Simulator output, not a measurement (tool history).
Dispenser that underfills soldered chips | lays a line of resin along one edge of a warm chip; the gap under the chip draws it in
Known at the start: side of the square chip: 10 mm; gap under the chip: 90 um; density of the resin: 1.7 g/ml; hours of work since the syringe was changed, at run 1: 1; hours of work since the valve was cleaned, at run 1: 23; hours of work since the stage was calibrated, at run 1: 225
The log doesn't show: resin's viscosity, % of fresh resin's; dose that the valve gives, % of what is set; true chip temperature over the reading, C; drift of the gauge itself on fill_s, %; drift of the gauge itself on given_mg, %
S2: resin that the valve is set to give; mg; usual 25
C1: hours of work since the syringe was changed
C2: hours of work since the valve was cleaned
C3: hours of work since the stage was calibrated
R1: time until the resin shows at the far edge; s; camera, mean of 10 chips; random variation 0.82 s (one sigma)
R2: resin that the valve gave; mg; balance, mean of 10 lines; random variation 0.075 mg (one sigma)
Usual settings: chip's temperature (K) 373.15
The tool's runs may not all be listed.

Run 1, hour 0: usual settings; C1 1; C2 23; C3 225. Result: R1 92.2 s, R2 24.6 mg.
Run 2, hour 4.9: usual settings; C1 5; C2 26; C3 229. Result: R1 125.1 s, R2 24.57 mg.
At hour 6.2: new syringe of resin.
Run 3, hour 10.9: usual settings; C1 3; C2 30; C3 233. Result: R1 109.9 s, R2 24.57 mg.
At hour 14.1: new syringe of resin.
Run 4, hour 19.2: usual settings; C1 4; C2 36; C3 239. Result: R1 114.6 s, R2 24.33 mg.
At hour 21.8: new syringe of resin.
Run 5, hour 28: usual settings but chip's temperature (K) 361.15; C1 5; C2 42; C3 245. Result: R1 208.6 s, R2 24.3 mg.
At hour 29.5: new syringe of resin.
Run 6, hour 32.7: usual settings; C1 2; C2 46; C3 248. Result: R1 100.2 s, R2 24.38 mg.
At hour 37.5: new syringe of resin.
Run 7, hour 41.2: usual settings; C1 3; C2 52; C3 254. Result: R1 105.5 s, R2 24.18 mg.
At hour 43: dispensing valve cleaned and set on the balance.
At hour 46.6: new syringe of resin.
Run 8, hour 46.8: usual settings but chip's temperature (K) 367.15, S2 30.4 mg; C1 0; C2 3; C3 257. Result: R1 106.3 s, R2 30.27 mg.
Run 9, hour 51.5: usual settings but chip's temperature (K) 367.15, S2 30.4 mg; C1 4; C2 6; C3 261. Result: R1 144.1 s, R2 30.2 mg.
At hour 54.6: new syringe of resin.
Run 10, hour 59: usual settings but chip's temperature (K) 382.15, S2 30.4 mg; C1 3; C2 11; C3 266. Result: R1 71.6 s, R2 30.11 mg.
At hour 62.6: new syringe of resin.
Run 11, hour 67.3: usual settings but chip's temperature (K) 384.15, S2 31 mg; C1 3; C2 17; C3 272. Result: R1 70.8 s, R2 30.63 mg.
At hour 70.4: new syringe of resin.
Run 12, hour 72.8: usual settings but chip's temperature (K) 384.15, S2 31 mg; C1 2; C2 21; C3 275. Result: R1 57.9 s, R2 30.65 mg.
At hour 78.4: new syringe of resin.
Run 13, hour 79.9: usual settings but chip's temperature (K) 384.15, S2 31 mg; C1 1; C2 26; C3 280. Result: R1 56.2 s, R2 30.53 mg.
Run 14, hour 85: usual settings but chip's temperature (K) 388.15, S2 23.8 mg; C1 5; C2 29; C3 284. Result: R1 67.8 s, R2 23.22 mg.

3 ways to go on from here, each from the tool as it stands after run 14. What would each give?
At hour 86.3: new syringe of resin.
Run A, hour 91.7: usual settings but chip's temperature (K) 387.15, S2 28.7 mg; C1 4; C2 34; C3 289. Result: R1 ?, R2 ?.
At hour 86.3: new syringe of resin.
Run B, hour 91.7: usual settings but chip's temperature (K) 374.15, S2 30.9 mg; C1 4; C2 34; C3 289. Result: R1 ?, R2 ?.
At hour 86.3: new syringe of resin.
Run C, hour 91.7: usual settings but chip's temperature (K) 377.15, S2 31.5 mg; C1 4; C2 34; C3 289. Result: R1 ?, R2 ?.

run     R1     R2
  A   62.9  28.04
  B  109.4  30.19
  C   98.7   30.7
Without the tool's hidden state the same runs would have given:
run    R1     R2
  A  41.1   28.7
  B  70.9   30.9
  C  64.2  31.43
